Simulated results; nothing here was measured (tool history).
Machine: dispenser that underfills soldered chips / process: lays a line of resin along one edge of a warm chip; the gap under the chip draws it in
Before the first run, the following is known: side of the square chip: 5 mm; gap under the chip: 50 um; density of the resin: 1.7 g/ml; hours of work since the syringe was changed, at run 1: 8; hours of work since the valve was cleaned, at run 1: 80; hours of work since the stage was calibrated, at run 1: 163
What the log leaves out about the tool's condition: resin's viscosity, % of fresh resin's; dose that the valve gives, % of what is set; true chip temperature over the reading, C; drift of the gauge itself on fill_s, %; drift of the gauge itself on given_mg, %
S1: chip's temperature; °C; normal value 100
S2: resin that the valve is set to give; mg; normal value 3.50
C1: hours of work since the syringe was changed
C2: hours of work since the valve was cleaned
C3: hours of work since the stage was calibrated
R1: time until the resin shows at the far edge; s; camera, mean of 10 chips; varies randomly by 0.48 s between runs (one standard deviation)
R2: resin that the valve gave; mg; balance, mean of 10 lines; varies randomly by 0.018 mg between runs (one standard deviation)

run 1 hour=0.0 | S1=100 S2=3.50 | C1=8 C2=80 C3=163 | R1=48.2 R2=3.31
-- hour=4.1 new syringe of resin
-- hour=7.6 dispensing valve cleaned and set on the balance
run 2 hour=14.9 | S1=100 S2=3.50 | C1=7 C2=5 C3=173 | R1=45.0 R2=3.49
-- hour=20.7 new syringe of resin
run 3 hour=28.4 | S1=100 S2=3.50 | C1=6 C2=15 C3=183 | R1=43.5 R2=3.47
run 4 hour=34.6 | S1=94 S2=3.50 | C1=10 C2=19 C3=187 | R1=67.6 R2=3.46
-- hour=35.9 new syringe of resin
run 5 hour=41.1 | S1=98 S2=3.50 | C1=4 C2=24 C3=191 | R1=43.5 R2=3.43
-- hour=51.5 new syringe of resin
run 6 hour=51.9 | S1=101 S2=3.50 | C1=0 C2=32 C3=199 | R1=35.9 R2=3.40
run 7 hour=62.2 | S1=101 S2=3.50 | C1=8 C2=39 C3=207 | R1=43.3 R2=3.43
-- hour=66.2 new syringe of resin
run 8 hour=71.9 | S1=100 S2=3.50 | C1=4 C2=46 C3=213 | R1=41.4 R2=3.38
-- hour=81.2 new syringe of resin
run 9 hour=85.7 | S1=100 S2=3.50 | C1=3 C2=56 C3=223 | R1=39.6 R2=3.40
-- hour=96.2 new syringe of resin
run 10 hour=97.9 | S1=100 S2=3.50 | C1=1 C2=64 C3=232 | R1=37.2 R2=3.38
run 11 hour=105.2 | S1=100 S2=3.50 | C1=7 C2=69 C3=237 | R1=44.7 R2=3.37
-- hour=111.6 new syringe of resin
run 12 hour=114.6 | S1=100 S2=3.50 | C1=2 C2=76 C3=244 | R1=38.7 R2=3.35
-- hour=126.2 new syringe of resin
-- hour=127.2 dispensing valve cleaned and set on the balance
run 13 hour=128.1 | S1=109 S2=3.50 | C1=1 C2=1 C3=253 | R1=23.6 R2=3.48
run 14 hour=136.3 | S1=109 S2=3.50 | C1=7 C2=7 C3=258 | R1=29.0 R2=3.49
-- hour=142.3 new syringe of resin
run 15 hour=144.9 | S1=109 S2=3.50 | C1=2 C2=13 C3=264 | R1=25.4 R2=3.47
run 16 hour=150.9 | S1=108 S2=4.30 | C1=6 C2=17 C3=269 | R1=30.3 R2=4.28
-- hour=157.2 new syringe of resin
run 17 hour=157.2 | S1=108 S2=4.30 | C1=0 C2=21 C3=273 | R1=24.0 R2=4.26
run 18 hour=167.1 | S1=108 S2=3.88 | C1=7 C2=28 C3=280 | R1=31.1 R2=3.83
-- hour=171.8 new syringe of resin
run 19 hour=178.8 | S1=111 S2=4.15 | C1=5 C2=37 C3=289 | R1=24.7 R2=4.06
-- hour=186.6 new syringe of resin
run 20 hour=190.2 | S1=103 S2=3.33 | C1=3 C2=45 C3=297 | R1=33.8 R2=3.27
run 21 hour=199.3 | S1=92 S2=4.06 | C1=9 C2=51 C3=303 | R1=69.2 R2=3.94
-- hour=201.7 new syringe of resin
run 22 hour=211.1 | S1=107 S2=3.99 | C1=7 C2=60 C3=312 | R1=32.2 R2=3.85
-- hour=217.5 new syringe of resin
run 23 hour=218.1 | S1=92 S2=4.45 | C1=0 C2=65 C3=316 | R1=50.4 R2=4.28
run 24 hour=226.4 | S1=98 S2=3.67 | C1=6 C2=71 C3=322 | R1=48.0 R2=3.54
-- hour=232.3 new syringe of resin
run 25 hour=240.0 | S1=98 S2=3.67 | C1=6 C2=80 C3=332 | R1=45.0 R2=3.49
-- hour=246.0 dispensing valve cleaned and set on the balance
-- hour=248.2 new syringe of resin
run 26 hour=254.0 | S1=98 S2=3.67 | C1=4 C2=6 C3=341 | R1=42.6 R2=3.66
-- hour=263.4 new syringe of resin
run 27 hour=264.8 | S1=98 S2=3.67 | C1=1 C2=13 C3=349 | R1=38.7 R2=3.65
run 28 hour=276.5 | S1=97 S2=3.99 | C1=9 C2=22 C3=357 | R1=54.1 R2=3.93
-- hour=278.1 new syringe of resin
run 29 hour=285.9 | S1=103 S2=3.50 | C1=6 C2=28 C3=364 | R1=37.0 R2=3.46

Predict each of these 4 candidate next runs independently; none follows another, all start after run 29:
-- hour=292.7 new syringe of resin
run A hour=296.0 | S1=100 S2=4.00 | C1=2 C2=35 C3=371 | R1=? R2=?
-- hour=292.7 new syringe of resin
run B hour=296.0 | S1=97 S2=3.86 | C1=2 C2=35 C3=371 | R1=? R2=?
-- hour=292.7 new syringe of resin
run C hour=296.0 | S1=102 S2=3.50 | C1=2 C2=35 C3=371 | R1=? R2=?
-- hour=292.7 new syringe of resin
run D hour=296.0 | S1=114 S2=3.94 | C1=2 C2=35 C3=371 | R1=? R2=?

run=A R1=36.1 R2=3.92
run=B R1=42.1 R2=3.78
run=C R1=33.4 R2=3.45
run=D R1=19.8 R2=3.85
Had the tool no hidden state, the same runs would have come out as:
run=A R1=37.2 R2=4.00
run=B R1=43.4 R2=3.85
run=C R1=34.3 R2=3.52
run=D R1=20.3 R2=3.93
